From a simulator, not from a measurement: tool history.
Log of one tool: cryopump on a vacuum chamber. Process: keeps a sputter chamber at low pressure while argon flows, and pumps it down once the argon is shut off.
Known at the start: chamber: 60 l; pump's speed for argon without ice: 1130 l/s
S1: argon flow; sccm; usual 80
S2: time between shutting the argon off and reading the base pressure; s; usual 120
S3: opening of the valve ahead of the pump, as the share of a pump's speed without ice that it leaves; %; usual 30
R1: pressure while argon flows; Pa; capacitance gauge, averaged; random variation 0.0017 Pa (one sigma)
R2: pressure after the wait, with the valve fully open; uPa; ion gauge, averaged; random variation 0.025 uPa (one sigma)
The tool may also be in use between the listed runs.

run	hour	S1	S2	S3	R1	R2
1	0	80	120	30	0.4084	1.92
2	28.8	80	120	30	0.4066	1.95
3	56.9	80	120	30	0.411	2
4	75.2	80	120	37	0.332	2.01
5	102.9	80	120	37	0.3348	2.05
6	120.4	80	120	37	0.3373	2.12
7	138.1	80	120	37	0.337	2.09
8	158.7	80	58	30	0.4096	2.78
9	173.3	80	58	30	0.4112	2.76
10	188.7	97	273	30	0.4997	1.76
11	203.2	97	273	30	0.5	1.8
12	227	71	137	16	0.6771	2.08
13	240.8	38	120	25	0.2324	2.12
14	268.4	55	120	30	0.2865	2.23
15	285.6	33	120	53	0.1009	2.13
16	302.4	49	74	50	0.1574	2.7

Some steps in R1 between neighbouring runs. How much of each would the tool show without its hidden state too (settings, what came in, random variation), and how much is left for the hidden state, with any gauge scatter that isn't in both results?
The hidden state here: pump's speed, % of a pump's without ice; cold plate's temperature, K; leak into the chamber, uPa l/s; drift of the gauge itself on working_pa, %; drift of the gauge itself on base_upa, %.
Run 12 -> 13: S1 71 -> 38, S2 137 -> 120, S3 16 -> 25. R1 -0.4447 Pa: hidden state -0.0063, all else -0.4384.
